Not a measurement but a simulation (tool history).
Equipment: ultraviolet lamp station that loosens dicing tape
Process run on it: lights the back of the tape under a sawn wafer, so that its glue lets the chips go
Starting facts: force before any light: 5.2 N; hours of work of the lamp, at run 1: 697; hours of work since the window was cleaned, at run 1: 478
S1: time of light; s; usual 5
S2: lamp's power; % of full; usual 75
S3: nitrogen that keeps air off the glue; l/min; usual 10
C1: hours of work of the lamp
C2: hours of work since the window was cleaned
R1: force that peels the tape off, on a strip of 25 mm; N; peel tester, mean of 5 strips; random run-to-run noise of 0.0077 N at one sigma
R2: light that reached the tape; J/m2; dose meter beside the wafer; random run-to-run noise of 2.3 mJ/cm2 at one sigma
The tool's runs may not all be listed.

Run 1, hour 0: usual settings; C1 697; C2 478. Result: R1 0.519 N, R2 1590 J/m2.
Run 2, hour 34.7: usual settings; C1 713; C2 493. Result: R1 0.512 N, R2 1590 J/m2.
Run 3, hour 75.7: usual settings; C1 731; C2 511. Result: R1 0.536 N, R2 1570 J/m2.
Run 4, hour 104.2: usual settings but S2 91 % of full; C1 744; C2 524. Result: R1 0.402 N, R2 1860 J/m2.
Run 5, hour 146.8: usual settings but S2 89 % of full; C1 763; C2 543. Result: R1 0.428 N, R2 1830 J/m2.
Run 6, hour 168.5: usual settings but S2 89 % of full; C1 772; C2 553. Result: R1 0.425 N, R2 1790 J/m2.
Run 7, hour 191.4: usual settings but S2 89 % of full, S3 6 l/min; C1 783; C2 563. Result: R1 0.633 N, R2 1770 J/m2.
Run 8, hour 235.1: usual settings but S2 89 % of full, S3 6 l/min; C1 802; C2 583. Result: R1 0.622 N, R2 1750 J/m2.
Run 9, hour 274.1: usual settings but S2 89 % of full, S3 6 l/min; C1 820; C2 600. Result: R1 0.652 N, R2 1750 J/m2.
Run 10, hour 313.7: usual settings but S2 89 % of full, S3 6 l/min; C1 837; C2 618. Result: R1 0.684 N, R2 1690 J/m2.
At hour 346.9: window cleaned of glue's vapour.
Run 11, hour 363.5: usual settings but S2 89 % of full, S3 6 l/min; C1 859; C2 7. Result: R1 0.507 N, R2 2030 J/m2.
Run 12, hour 399: usual settings but S2 89 % of full, S3 6 l/min; C1 875; C2 23. Result: R1 0.503 N, R2 1990 J/m2.
Run 13, hour 448: usual settings; C1 897; C2 45. Result: R1 0.476 N, R2 1670 J/m2.
Run 14, hour 478.7: usual settings; C1 911; C2 59. Result: R1 0.494 N, R2 1660 J/m2.
Run 15, hour 520.5: usual settings; C1 929; C2 78. Result: R1 0.515 N, R2 1630 J/m2.
Run 16, hour 565.3: usual settings; C1 949; C2 98. Result: R1 0.507 N, R2 1590 J/m2.
Run 17, hour 601.8: usual settings; C1 966; C2 114. Result: R1 0.52 N, R2 1620 J/m2.
Run 18, hour 639.2: usual settings; C1 982; C2 131. Result: R1 0.535 N, R2 1560 J/m2.
Run 19, hour 692.3: usual settings; C1 1006; C2 154. Result: R1 0.58 N, R2 1560 J/m2.
Run 20, hour 742.7: usual settings; C1 1029; C2 177. Result: R1 0.56 N, R2 1530 J/m2.
Run 21, hour 784.1: usual settings; C1 1047; C2 195. Result: R1 0.57 N, R2 1460 J/m2.
Run 22, hour 821.7: usual settings; C1 1064; C2 212. Result: R1 0.603 N, R2 1500 J/m2.
At hour 826.3: lamp changed.
Run 23, hour 859.6: usual settings; C1 15; C2 228. Result: R1 0.328 N, R2 2250 J/m2.
Run 24, hour 912.1: usual settings but S1 8 s, S2 69 % of full, S3 20 l/min; C1 38; C2 252. Result: R1 0.239 N, R2 3220 J/m2.
Run 25, hour 949.1: usual settings but S1 4 s, S2 67 % of full, S3 11 l/min; C1 55; C2 268. Result: R1 0.487 N, R2 1570 J/m2.
Run 26, hour 986.1: usual settings but S2 72 % of full, S3 9 l/min; C1 71; C2 285. Result: R1 0.373 N, R2 2050 J/m2.
Run 27, hour 1034.5: usual settings but S2 64 % of full; C1 93; C2 307. Result: R1 0.411 N, R2 1840 J/m2.
Run 28, hour 1077.8: usual settings but S3 14 l/min; C1 112; C2 326. Result: R1 0.286 N, R2 2040 J/m2.
Run 29, hour 1099.3: usual settings but S2 66 % of full; C1 122; C2 336. Result: R1 0.421 N, R2 1840 J/m2.
Run 30, hour 1121: usual settings but S1 4 s, S2 80 % of full, S3 4 l/min; C1 132; C2 345. Result: R1 0.843 N, R2 1790 J/m2.
Run 31, hour 1151.7: usual settings but S1 4 s, S2 80 % of full; C1 145; C2 359. Result: R1 0.446 N, R2 1760 J/m2.
Run 32, hour 1184.2: usual settings but S1 4 s, S2 80 % of full; C1 160; C2 373. Result: R1 0.453 N, R2 1740 J/m2.
Run 33, hour 1206.1: usual settings but S1 9 s, S2 91 % of full, S3 6 l/min; C1 170; C2 383. Result: R1 0.214 N, R2 4360 J/m2.
Run 34, hour 1233.1: usual settings but S1 9 s, S2 76 % of full, S3 6 l/min; C1 182; C2 395. Result: R1 0.242 N, R2 3680 J/m2.
Run 35, hour 1274.5: usual settings but S1 9 s, S2 76 % of full, S3 6 l/min; C1 200; C2 414. Result: R1 0.255 N, R2 3590 J/m2.
Run 36, hour 1302.3: usual settings but S1 4 s, S2 86 % of full, S3 6 l/min; C1 213; C2 426. Result: R1 0.577 N, R2 1810 J/m2.
Run 37, hour 1326.3: usual settings but S2 61 % of full; C1 223; C2 437. Result: R1 0.517 N, R2 1580 J/m2.
Run 38, hour 1365.3: usual settings but S1 3 s, S2 86 % of full, S3 4 l/min; C1 241; C2 454. Result: R1 1.269 N, R2 1310 J/m2.
Run 39, hour 1412.9: usual settings but S1 3 s, S2 86 % of full, S3 4 l/min; C1 262; C2 476. Result: R1 1.267 N, R2 1350 J/m2.
Run 40, hour 1456: usual settings but S1 2 s, S3 4 l/min; C1 281; C2 495. Result: R1 2.322 N, R2 790 J/m2.
Run 41, hour 1491.6: usual settings but S1 8 s, S3 15 l/min; C1 297; C2 511. Result: R1 0.23 N, R2 3020 J/m2.
Run 42, hour 1541.3: usual settings but S1 8 s, S3 15 l/min; C1 319; C2 533. Result: R1 0.236 N, R2 2920 J/m2.
Run 43, hour 1569.5: usual settings but S1 4 s, S2 87 % of full, S3 6 l/min; C1 332; C2 545. Result: R1 0.684 N, R2 1690 J/m2.

Hidden condition of the tool, last listed run before each entry between runs versus first listed run after:
Logged between run 10 and run 11: window cleaned of glue's vapour (hour 346.9)
  lamp's light, % of a new lamp's: 72.2 -> 71.5; light that the window lets through, % of a clean one's: 82.5 -> 99.6
  measured minus no-state result, R1: +0.367 -> +0.196 N; R2: -1170 -> -830 J/m2
Logged between run 22 and run 23: lamp changed (hour 826.3)
  lamp's light, % of a new lamp's: 64.8 -> 99.3; light that the window lets through, % of a clean one's: 93.6 -> 93.2
  measured minus no-state result, R1: +0.312 -> +0.027 N; R2: -960 -> -180 J/m2
